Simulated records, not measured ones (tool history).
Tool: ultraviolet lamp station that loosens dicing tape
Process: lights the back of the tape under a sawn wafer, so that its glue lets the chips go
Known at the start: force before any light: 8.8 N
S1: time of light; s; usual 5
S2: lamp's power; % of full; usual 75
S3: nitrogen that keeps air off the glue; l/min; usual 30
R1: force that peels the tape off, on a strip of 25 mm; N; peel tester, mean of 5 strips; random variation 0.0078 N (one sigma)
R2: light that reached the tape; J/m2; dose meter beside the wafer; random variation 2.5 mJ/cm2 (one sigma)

run   hour  S1  S2  S3     R1    R2
  1      0   5  75  30  0.452  2300
  2   14.3   5  75  30  0.439  2280
  3   25.5   5  75  30  0.439  2250
  4   37.9   5  75  43  0.372  2300
  5     57   5  75  30  0.489  2250
  6   76.7   5  75  16  0.657  2240
  7   90.7   5  75  16  0.687  2240
  8  111.7   5  90  30   0.34  2660
  9  125.9   5  90  30  0.323  2600
 10    146   5  90  30  0.351  2660
 11  155.8   5  90  30  0.327  2690
 12  167.1   5  90  30  0.354  2660
 13  187.4   5  75  11  1.077  2020
 14  200.6   5  75  14  0.977  2000
 15  216.9   5  75  30  0.593  2000
 16  237.9   5  75  30  0.396  2450
 17  254.4   5  75  43   0.33  2420
 18    274   5  75  43  0.361  2440
 19  290.7   9  75  30  0.188  4270
 20  309.9   9  75  30  0.211  4280
 21  326.5   9  75  30  0.213  4310
 22  347.8   9  75  30  0.206  4230
 23  361.9   9  75  30  0.202  4230
 24  376.6   5  70  30  0.489  2180
 25  386.5   5  68  16  0.789  2080
 26  397.5   8  78  22  0.238  3870
 27  416.1   8  78  22  0.224  3840
 28  425.7   4  64  38  0.837  1570
 29  444.6   5  74  19  0.574  2280
 30  461.4   6  98  14    0.3  3570
 31  481.1   3  83  30  1.039  1510
 32  495.4   3  83  30  1.017  1500
 33    506   9  73  12  0.284  3900
 34  520.6   9  73  12  0.286  3900
 35    538   3  89  10  1.731  1590
 36  553.9   5  75  45  0.385  2250
 37  572.5   5  63  28  0.702  1860
 38  590.3   5  63  28  0.724  1860
 39    607   5  63  28  0.718  1830
 40  622.5   2  63  59  2.398   730
 41  633.6   4  85  10  1.198  2050
 42  649.1  10  78  38  0.194  4510

Not shown: 2 entries that the log had between the listed runs. Between which runs, and how does the tool's hidden state differ before and after?
Between runs 12 and 13: window cleaned of glue's vapour (hour 172.5)
  lamp's light, % of a new lamp's: 87.2 -> 86.9; light that the window lets through, % of a clean one's: 88.2 -> 81.5
  measured less the result without the state, R1: +0.106 -> +0.533 N; R2: -790 -> -840 J/m2
Between runs 15 and 16: window cleaned of glue's vapour, once more (hour 222.1)
  lamp's light, % of a new lamp's: 86.4 -> 86.1; light that the window lets through, % of a clean one's: 81.1 -> 99.3
  measured less the result without the state, R1: +0.287 -> +0.092 N; R2: -850 -> -420 J/m2
